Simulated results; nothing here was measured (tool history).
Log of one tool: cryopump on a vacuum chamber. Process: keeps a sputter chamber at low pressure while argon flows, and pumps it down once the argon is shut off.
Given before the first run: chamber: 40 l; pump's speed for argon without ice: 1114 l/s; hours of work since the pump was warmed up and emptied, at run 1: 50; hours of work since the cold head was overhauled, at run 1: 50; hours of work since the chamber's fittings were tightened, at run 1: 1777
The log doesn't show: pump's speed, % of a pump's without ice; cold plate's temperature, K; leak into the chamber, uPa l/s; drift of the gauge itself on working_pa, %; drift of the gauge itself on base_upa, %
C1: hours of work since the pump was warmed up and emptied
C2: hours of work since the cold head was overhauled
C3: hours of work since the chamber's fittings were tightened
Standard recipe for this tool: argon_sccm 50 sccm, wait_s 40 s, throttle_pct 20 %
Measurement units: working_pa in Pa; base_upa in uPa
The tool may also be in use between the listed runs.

run 1 day=0 | argon_sccm=50 wait_s=40 throttle_pct=20 | C1=50 C2=50 C3=1777 | working_pa=0.378 base_upa=2.21
run 2 day=0.446 | argon_sccm=50 wait_s=40 throttle_pct=20 | C1=58 C2=58 C3=1784 | working_pa=0.3801 base_upa=2.18
run 3 day=0.746 | argon_sccm=50 wait_s=40 throttle_pct=20 | C1=63 C2=63 C3=1789 | working_pa=0.382 base_upa=2.15
run 4 day=1.15 | argon_sccm=50 wait_s=40 throttle_pct=20 | C1=69 C2=69 C3=1796 | working_pa=0.383 base_upa=2.18
run 5 day=1.596 | argon_sccm=50 wait_s=40 throttle_pct=20 | C1=77 C2=77 C3=1803 | working_pa=0.3827 base_upa=2.2
run 6 day=2.283 | argon_sccm=20 wait_s=40 throttle_pct=15 | C1=88 C2=88 C3=1814 | working_pa=0.2036 base_upa=2.28
run 7 day=2.892 | argon_sccm=50 wait_s=40 throttle_pct=22 | C1=98 C2=98 C3=1824 | working_pa=0.3494 base_upa=2.19
run 8 day=3.312 | argon_sccm=50 wait_s=40 throttle_pct=22 | C1=105 C2=105 C3=1831 | working_pa=0.3509 base_upa=2.24
run 9 day=4.054 | argon_sccm=50 wait_s=40 throttle_pct=22 | C1=117 C2=117 C3=1843 | working_pa=0.3494 base_upa=2.35
run 10 day=4.55 | argon_sccm=50 wait_s=155 throttle_pct=22 | C1=125 C2=125 C3=1852 | working_pa=0.3504 base_upa=1.63

Consider 5 possible next runs. They are alternatives, not a sequence: every one starts from the tool as it was left by run 10. What does each give?
run A day=5.096 | argon_sccm=50 wait_s=24 throttle_pct=22 | C1=134 C2=134 C3=1861 | working_pa=? base_upa=?
run B day=5.096 | argon_sccm=70 wait_s=202 throttle_pct=16 | C1=134 C2=134 C3=1861 | working_pa=? base_upa=?
run C day=5.096 | argon_sccm=50 wait_s=40 throttle_pct=26 | C1=134 C2=134 C3=1861 | working_pa=? base_upa=?
run D day=5.096 | argon_sccm=50 wait_s=53 throttle_pct=36 | C1=134 C2=134 C3=1861 | working_pa=? base_upa=?
run E day=5.096 | argon_sccm=21 wait_s=38 throttle_pct=37 | C1=134 C2=134 C3=1861 | working_pa=? base_upa=?

run=A working_pa=0.3503 base_upa=2.84
run=B working_pa=0.6738 base_upa=1.51
run=C working_pa=0.2985 base_upa=2.29
run=D working_pa=0.2165 base_upa=2.11
run=E working_pa=0.0888 base_upa=2.4
Without the tool's hidden state the same runs would have given:
run=A working_pa=0.3446 base_upa=1.82
run=B working_pa=0.6658 base_upa=0.46
run=C working_pa=0.2927 base_upa=1.25
run=D working_pa=0.2107 base_upa=1.04
run=E working_pa=0.0864 base_upa=1.34
